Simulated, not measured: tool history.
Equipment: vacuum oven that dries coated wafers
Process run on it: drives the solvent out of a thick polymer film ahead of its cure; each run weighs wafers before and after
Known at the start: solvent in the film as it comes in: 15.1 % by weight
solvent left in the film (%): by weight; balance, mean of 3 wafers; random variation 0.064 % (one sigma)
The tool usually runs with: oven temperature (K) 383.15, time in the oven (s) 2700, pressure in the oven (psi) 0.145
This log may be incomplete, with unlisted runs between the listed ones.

run 1 hour=0.0 | oven_temperature_(K)=383.15 time_in_the_oven_(s)=2700 pressure_in_the_oven_(psi)=0.145 | solvent_left_in_the_film_(%)=4.34
run 2 hour=13.9 | oven_temperature_(K)=383.15 time_in_the_oven_(s)=2700 pressure_in_the_oven_(psi)=0.145 | solvent_left_in_the_film_(%)=4.32
run 3 hour=25.5 | oven_temperature_(K)=383.15 time_in_the_oven_(s)=2700 pressure_in_the_oven_(psi)=0.145 | solvent_left_in_the_film_(%)=4.19
run 4 hour=42.2 | oven_temperature_(K)=383.15 time_in_the_oven_(s)=2700 pressure_in_the_oven_(psi)=0.145 | solvent_left_in_the_film_(%)=4.20
run 5 hour=52.3 | oven_temperature_(K)=383.15 time_in_the_oven_(s)=2700 pressure_in_the_oven_(psi)=0.145 | solvent_left_in_the_film_(%)=4.29
run 6 hour=65.7 | oven_temperature_(K)=383.15 time_in_the_oven_(s)=2700 pressure_in_the_oven_(psi)=0.145 | solvent_left_in_the_film_(%)=4.29
run 7 hour=81.1 | oven_temperature_(K)=383.15 time_in_the_oven_(s)=2700 pressure_in_the_oven_(psi)=0.145 | solvent_left_in_the_film_(%)=4.32
run 8 hour=90.5 | oven_temperature_(K)=390.15 time_in_the_oven_(s)=2700 pressure_in_the_oven_(psi)=0.145 | solvent_left_in_the_film_(%)=3.10
run 9 hour=101.0 | oven_temperature_(K)=383.15 time_in_the_oven_(s)=2700 pressure_in_the_oven_(psi)=0.145 | solvent_left_in_the_film_(%)=4.32
run 10 hour=110.2 | oven_temperature_(K)=383.15 time_in_the_oven_(s)=2460 pressure_in_the_oven_(psi)=0.145 | solvent_left_in_the_film_(%)=4.71
run 11 hour=117.4 | oven_temperature_(K)=383.15 time_in_the_oven_(s)=2460 pressure_in_the_oven_(psi)=0.145 | solvent_left_in_the_film_(%)=4.70
run 12 hour=125.3 | oven_temperature_(K)=383.15 time_in_the_oven_(s)=1980 pressure_in_the_oven_(psi)=0.145 | solvent_left_in_the_film_(%)=5.59
run 13 hour=142.0 | oven_temperature_(K)=383.15 time_in_the_oven_(s)=2700 pressure_in_the_oven_(psi)=0.145 | solvent_left_in_the_film_(%)=4.31
run 14 hour=150.9 | oven_temperature_(K)=383.15 time_in_the_oven_(s)=2700 pressure_in_the_oven_(psi)=0.145 | solvent_left_in_the_film_(%)=4.32
run 15 hour=165.5 | oven_temperature_(K)=380.15 time_in_the_oven_(s)=2700 pressure_in_the_oven_(psi)=0.145 | solvent_left_in_the_film_(%)=4.79
run 16 hour=173.5 | oven_temperature_(K)=380.15 time_in_the_oven_(s)=2700 pressure_in_the_oven_(psi)=0.145 | solvent_left_in_the_film_(%)=4.86
run 17 hour=190.7 | oven_temperature_(K)=380.15 time_in_the_oven_(s)=2700 pressure_in_the_oven_(psi)=0.145 | solvent_left_in_the_film_(%)=4.84
run 18 hour=205.0 | oven_temperature_(K)=380.15 time_in_the_oven_(s)=2700 pressure_in_the_oven_(psi)=0.145 | solvent_left_in_the_film_(%)=4.76
run 19 hour=215.6 | oven_temperature_(K)=383.15 time_in_the_oven_(s)=1320 pressure_in_the_oven_(psi)=0.145 | solvent_left_in_the_film_(%)=7.36
run 20 hour=226.8 | oven_temperature_(K)=383.15 time_in_the_oven_(s)=1320 pressure_in_the_oven_(psi)=0.145 | solvent_left_in_the_film_(%)=7.32
run 21 hour=236.7 | oven_temperature_(K)=383.15 time_in_the_oven_(s)=1320 pressure_in_the_oven_(psi)=0.145 | solvent_left_in_the_film_(%)=7.26
run 22 hour=248.7 | oven_temperature_(K)=383.15 time_in_the_oven_(s)=1320 pressure_in_the_oven_(psi)=0.145 | solvent_left_in_the_film_(%)=7.20
run 23 hour=257.4 | oven_temperature_(K)=383.15 time_in_the_oven_(s)=3900 pressure_in_the_oven_(psi)=0.145 | solvent_left_in_the_film_(%)=2.92
run 24 hour=270.3 | oven_temperature_(K)=393.15 time_in_the_oven_(s)=2280 pressure_in_the_oven_(psi)=0.363 | solvent_left_in_the_film_(%)=4.00
run 25 hour=282.0 | oven_temperature_(K)=382.15 time_in_the_oven_(s)=2700 pressure_in_the_oven_(psi)=0.145 | solvent_left_in_the_film_(%)=4.48
run 26 hour=289.8 | oven_temperature_(K)=382.15 time_in_the_oven_(s)=2700 pressure_in_the_oven_(psi)=0.145 | solvent_left_in_the_film_(%)=4.48
run 27 hour=297.4 | oven_temperature_(K)=388.15 time_in_the_oven_(s)=2700 pressure_in_the_oven_(psi)=0.426 | solvent_left_in_the_film_(%)=4.68
run 28 hour=309.0 | oven_temperature_(K)=374.15 time_in_the_oven_(s)=2700 pressure_in_the_oven_(psi)=0.145 | solvent_left_in_the_film_(%)=5.83
run 29 hour=316.4 | oven_temperature_(K)=383.15 time_in_the_oven_(s)=2880 pressure_in_the_oven_(psi)=0.360 | solvent_left_in_the_film_(%)=5.00
run 30 hour=334.5 | oven_temperature_(K)=385.15 time_in_the_oven_(s)=2700 pressure_in_the_oven_(psi)=0.390 | solvent_left_in_the_film_(%)=4.68
run 31 hour=349.0 | oven_temperature_(K)=395.15 time_in_the_oven_(s)=2700 pressure_in_the_oven_(psi)=0.515 | solvent_left_in_the_film_(%)=3.57
run 32 hour=358.8 | oven_temperature_(K)=395.15 time_in_the_oven_(s)=2700 pressure_in_the_oven_(psi)=0.515 | solvent_left_in_the_film_(%)=3.45
run 33 hour=372.2 | oven_temperature_(K)=374.15 time_in_the_oven_(s)=2700 pressure_in_the_oven_(psi)=0.350 | solvent_left_in_the_film_(%)=6.82
run 34 hour=383.8 | oven_temperature_(K)=374.15 time_in_the_oven_(s)=2700 pressure_in_the_oven_(psi)=0.350 | solvent_left_in_the_film_(%)=6.53
run 35 hour=399.2 | oven_temperature_(K)=383.15 time_in_the_oven_(s)=2220 pressure_in_the_oven_(psi)=0.074 | solvent_left_in_the_film_(%)=4.78
run 36 hour=412.3 | oven_temperature_(K)=397.15 time_in_the_oven_(s)=1740 pressure_in_the_oven_(psi)=0.264 | solvent_left_in_the_film_(%)=4.04
run 37 hour=428.4 | oven_temperature_(K)=383.15 time_in_the_oven_(s)=2400 pressure_in_the_oven_(psi)=0.144 | solvent_left_in_the_film_(%)=4.61
run 38 hour=443.5 | oven_temperature_(K)=397.15 time_in_the_oven_(s)=1440 pressure_in_the_oven_(psi)=0.144 | solvent_left_in_the_film_(%)=4.60
run 39 hour=458.4 | oven_temperature_(K)=397.15 time_in_the_oven_(s)=1440 pressure_in_the_oven_(psi)=0.144 | solvent_left_in_the_film_(%)=4.68
run 40 hour=466.7 | oven_temperature_(K)=393.15 time_in_the_oven_(s)=1380 pressure_in_the_oven_(psi)=0.560 | solvent_left_in_the_film_(%)=6.32
run 41 hour=483.7 | oven_temperature_(K)=394.15 time_in_the_oven_(s)=4800 pressure_in_the_oven_(psi)=0.381 | solvent_left_in_the_film_(%)=1.84
run 42 hour=496.3 | oven_temperature_(K)=392.15 time_in_the_oven_(s)=4440 pressure_in_the_oven_(psi)=0.190 | solvent_left_in_the_film_(%)=1.68
run 43 hour=506.3 | oven_temperature_(K)=370.15 time_in_the_oven_(s)=3360 pressure_in_the_oven_(psi)=0.087 | solvent_left_in_the_film_(%)=5.22
run 44 hour=518.5 | oven_temperature_(K)=383.15 time_in_the_oven_(s)=2880 pressure_in_the_oven_(psi)=0.524 | solvent_left_in_the_film_(%)=5.31
run 45 hour=535.7 | oven_temperature_(K)=383.15 time_in_the_oven_(s)=2700 pressure_in_the_oven_(psi)=0.254 | solvent_left_in_the_film_(%)=4.60
run 46 hour=548.8 | oven_temperature_(K)=383.15 time_in_the_oven_(s)=2700 pressure_in_the_oven_(psi)=0.254 | solvent_left_in_the_film_(%)=4.50

Put back what was entered between runs (1 entry, withheld): which listed runs does each sit between, and how does the hidden state differ from the listed run before to the listed run after?
Between runs 29 and 30: oven's thermocouples calibrated (hour 326.5)
  true wafer temperature over the reading, C: -1.69 -> 0.09; true pressure over the reading, kPa: 0.089 -> 0.091
  measured less the result without the state, solvent left in the film (%): +0.37 -> +0.04

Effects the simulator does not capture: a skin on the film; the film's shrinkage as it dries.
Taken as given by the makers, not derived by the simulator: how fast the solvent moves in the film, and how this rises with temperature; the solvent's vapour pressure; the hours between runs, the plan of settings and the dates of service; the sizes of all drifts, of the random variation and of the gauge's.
